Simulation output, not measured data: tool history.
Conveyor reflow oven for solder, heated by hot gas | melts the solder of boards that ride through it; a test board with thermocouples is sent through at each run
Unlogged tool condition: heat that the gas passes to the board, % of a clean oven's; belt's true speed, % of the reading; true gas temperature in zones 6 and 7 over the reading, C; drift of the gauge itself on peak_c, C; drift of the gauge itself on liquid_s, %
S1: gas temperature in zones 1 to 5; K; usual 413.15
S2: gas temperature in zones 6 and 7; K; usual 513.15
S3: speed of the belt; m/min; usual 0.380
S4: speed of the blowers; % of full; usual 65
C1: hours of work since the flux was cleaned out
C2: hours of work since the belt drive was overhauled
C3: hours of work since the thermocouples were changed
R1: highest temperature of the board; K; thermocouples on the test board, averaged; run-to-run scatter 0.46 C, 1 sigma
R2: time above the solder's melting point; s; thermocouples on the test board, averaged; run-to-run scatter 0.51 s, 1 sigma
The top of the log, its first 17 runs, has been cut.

run   hour      S1      S2     S3  S4   C1   C2   C3      R1    R2
 18  317.6  413.15  514.15  0.364  65  233  692  557  501.65  85.8
 19  339.3  413.15  514.15  0.364  65  244  702  567  502.95  86.1
 20  365.0  399.15  526.15  0.380  65  256  714  579  509.85  82.3
 21  377.9  413.15  515.15  0.380  65  262  720  585  500.55  82.3
 22  399.3  415.15  513.15  0.362  84  272  730  595  502.45  89.6
 23  415.5  415.15  513.15  0.362  84  279  738  603  503.85  88.6
 24  427.9  415.15  513.15  0.362  84  285  744  609  504.05  89.1
 25  453.0  415.15  513.15  0.362  84  297  756  621  504.15  89.5
 26  466.9  410.15  510.15  0.432  84  304  762  627  494.55  65.6
 27  492.4  410.15  510.15  0.432  84  316  774  639  494.05  65.7
 28  505.4  402.15  524.15  0.366  76  322  780  645  510.55  87.9
 29  522.7  408.15  523.15  0.420  59  330  788  654  502.15  73.5
 30  544.1  401.15  513.15  0.380  77  340  799  664  499.55  76.2

3 options for the next run, each taken on its own from the tool as it stands now. Forecast them:
  A  568.3  399.15  514.15  0.380  68  351  810  675   ?   ?
  B  568.3  401.15  513.15  0.434  77  351  810  675   ?   ?
  C  568.3  413.15  513.15  0.380  57  351  810  675   ?   ?

run      R1    R2
  A  497.55  74.3
  B  494.25  61.8
  C  497.45  79.7
Had the tool no hidden state, the same runs would have come out as:
run      R1    R2
  A  498.85  74.8
  B  496.15  63.0
  C  498.15  79.6
